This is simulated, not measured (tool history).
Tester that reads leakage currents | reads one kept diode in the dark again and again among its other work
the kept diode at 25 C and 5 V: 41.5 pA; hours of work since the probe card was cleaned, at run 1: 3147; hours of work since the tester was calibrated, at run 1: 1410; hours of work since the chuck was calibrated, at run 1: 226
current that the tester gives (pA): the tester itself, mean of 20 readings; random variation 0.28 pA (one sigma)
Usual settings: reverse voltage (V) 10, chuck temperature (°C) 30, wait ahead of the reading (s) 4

run     day  reverse voltage (V)  chuck temperature (°C)  wait ahead of the reading (s)  hours of work since the probe card was cleaned  hours of work since the tester was calibrated  hours of work since the chuck was calibrated  current that the tester gives (pA)
  1       0                   10                      30                              4                                            3147                                           1410                                           226                               91.89
  2   4.846                   10                      49                              4                                            3231                                           1495                                           310                              436.84
  3   8.496                   10                      49                              4                                            3295                                           1558                                           374                              438.28
  4  13.429                   10                      49                              4                                            3381                                           1644                                           460                              436.59
       15.6  -- probe card cleaned and baked
  5  17.429                   10                      58                              4                                              32                                           1712                                           528                              861.07
  6  20.996                   10                      58                              4                                              94                                           1774                                           590                               860.8
  7  23.638                  3.9                      30                              4                                             140                                           1820                                           636                               57.37
  8    26.4                   10                      30                              4                                             188                                           1868                                           684                               91.54
  9  28.883                 10.4                      30                              4                                             232                                           1911                                           727                               93.57
 10  32.208                   10                      23                              4                                             290                                           1969                                           785                               49.15
 11  34.467                   10                      23                              4                                             329                                           2009                                           825                               49.48
 12  38.888                   10                      30                              4                                             406                                           2086                                           902                               91.96
 13  42.546                   10                      30                              4                                             470                                           2150                                           965                               91.73
 14  45.567                   10                      30                              4                                             522                                           2202                                          1018                                92.4
 15  49.162                   10                      29                              4                                             585                                           2265                                          1081                               83.78
 16  51.392                   10                      30                              4                                             624                                           2304                                          1120                               91.72
 17  54.946                 10.9                      50                           2.63                                             686                                           2366                                          1181                              490.74
 18   58.05                   10                      30                           2.64                                             740                                           2420                                          1236                               91.66
     59.604  -- chuck's temperature calibrated
 19  60.525                  5.2                      35                           2.49                                             782                                           2461                                            16                              102.38
 20  65.146                  5.2                      44                           1.36                                             862                                           2542                                            97                              213.61
 21  67.408                  5.2                      44                           1.36                                             902                                           2581                                           136                              213.34
 22    71.6                  5.2                      44                           1.36                                             975                                           2654                                           209                              212.91
 23  74.308                  4.3                      44                           0.82                                            1022                                           2702                                           256                              193.65
 24   78.85                 12.2                      25                           0.82                                            1101                                           2781                                           335                                65.9
 25  81.879                   10                      30                           0.37                                            1154                                           2834                                           388                               93.73
 26  85.558                   10                      30                           0.37                                            1218                                           2898                                           452                               93.48
 27  88.954                  2.2                      22                           5.96                                            1277                                           2957                                           512                               21.01
 28  91.379                  6.5                      21                           1.88                                            1319                                           2999                                           554                               33.16
 29  93.417                  4.4                      30                              4                                            1355                                           3035                                           589                               60.99
 30  96.488                  9.6                      30                              4                                            1408                                           3088                                           643                               90.06
 31  99.217                   10                      23                            3.3                                            1456                                           3136                                           690                               49.35

Hidden state or all else? Some run-to-run changes of current that the tester gives (pA), split into what the settings, what came in and random variation would give without the hidden state, and what is left for the hidden state (with any gauge scatter that isn't in both results):
The hidden state here: stray current of the dirty probe card, pA a volt; current scale over the true one, %; true chuck temperature over the reading, C; drift of the gauge itself on leakage_pa, %.
Run 4 -> 5: chuck temperature (°C) 49 -> 58, probe card cleaned and baked. current that the tester gives (pA) +424.48: hidden state +0.06, all else +424.42.
Run 6 -> 7: reverse voltage (V) 10 -> 3.9, chuck temperature (°C) 58 -> 30. current that the tester gives (pA) -803.43: hidden state -0.24, all else -803.19.
Run 16 -> 17: reverse voltage (V) 10 -> 10.9, chuck temperature (°C) 30 -> 50, wait ahead of the reading (s) 4 -> 2.63. current that the tester gives (pA) +399.02: hidden state +0.22, all else +398.8.
Run 17 -> 18: reverse voltage (V) 10.9 -> 10, chuck temperature (°C) 50 -> 30, wait ahead of the reading (s) 2.63 -> 2.64. current that the tester gives (pA) -399.08: hidden state -0.23, all else -398.85.

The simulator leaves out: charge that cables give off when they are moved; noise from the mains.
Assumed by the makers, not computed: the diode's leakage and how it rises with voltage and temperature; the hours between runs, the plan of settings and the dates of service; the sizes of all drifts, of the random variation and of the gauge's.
